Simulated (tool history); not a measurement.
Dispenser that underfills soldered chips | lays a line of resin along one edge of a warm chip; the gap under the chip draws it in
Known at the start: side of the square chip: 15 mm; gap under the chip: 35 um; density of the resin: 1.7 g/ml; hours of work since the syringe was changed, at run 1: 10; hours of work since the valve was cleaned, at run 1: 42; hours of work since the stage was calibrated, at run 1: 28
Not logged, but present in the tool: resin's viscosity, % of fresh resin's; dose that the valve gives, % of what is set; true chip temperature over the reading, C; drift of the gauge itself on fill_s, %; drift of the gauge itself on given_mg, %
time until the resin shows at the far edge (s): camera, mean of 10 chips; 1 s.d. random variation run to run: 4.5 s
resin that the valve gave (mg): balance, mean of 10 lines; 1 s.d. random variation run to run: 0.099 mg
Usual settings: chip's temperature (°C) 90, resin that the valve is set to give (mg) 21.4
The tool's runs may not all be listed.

run	hour	chip's temperature (°C)	resin that the valve is set to give (mg)	hours of work since the syringe was changed	hours of work since the valve was cleaned	hours of work since the stage was calibrated	time until the resin shows at the far edge (s)	resin that the valve gave (mg)
1	0.0	90	21.4	10	42	28	1059.4	20.90
# hour 0.9: new syringe of resin
2	6.5	90	21.4	4	46	32	602.5	20.84
3	14.0	90	21.4	9	51	37	938.3	20.69
# hour 17.3: new syringe of resin
4	21.3	90	25.4	3	56	41	553.7	24.52
5	28.2	90	25.4	7	60	46	829.5	24.42
# hour 33.2: new syringe of resin
6	33.4	93	21.4	0	64	49	417.9	20.72
7	41.6	90	21.4	6	69	54	714.6	20.52
8	45.0	87	24.3	8	71	57	937.7	23.19
# hour 49.1: new syringe of resin
9	53.1	87	24.3	3	76	62	587.4	23.10
10	57.9	83	26.2	6	80	65	874.8	24.99
11	64.2	88	18.6	10	84	69	1135.5	17.67
# hour 65.1: new syringe of resin
12	70.9	102	20.4	4	88	73	464.5	19.19
13	77.7	102	20.4	8	92	78	668.5	19.49
# hour 79.4: dispensing valve cleaned and set on the balance
# hour 82.3: new syringe of resin
14	84.3	100	21.8	1	3	81	376.6	21.76

Branching from run 14: 5 alternative next runs. What would each branch give?
A	90.1	78	19.2	5	7	85	?	?
B	90.1	90	18.4	5	7	85	?	?
C	90.1	90	22.0	5	7	85	?	?
D	90.1	104	20.6	5	7	85	?	?
E	90.1	80	25.2	5	7	85	?	?

run	time until the resin shows at the far edge (s)	resin that the valve gave (mg)
A	953.2	18.92
B	696.7	18.19
C	677.3	21.93
D	473.4	20.50
E	893.0	25.26
Stripped of hidden state, with their random variation kept, the same runs would have yielded:
run	time until the resin shows at the far edge (s)	resin that the valve gave (mg)
A	630.0	19.03
B	459.9	18.30
C	447.3	22.07
D	312.3	20.63
E	590.6	25.41
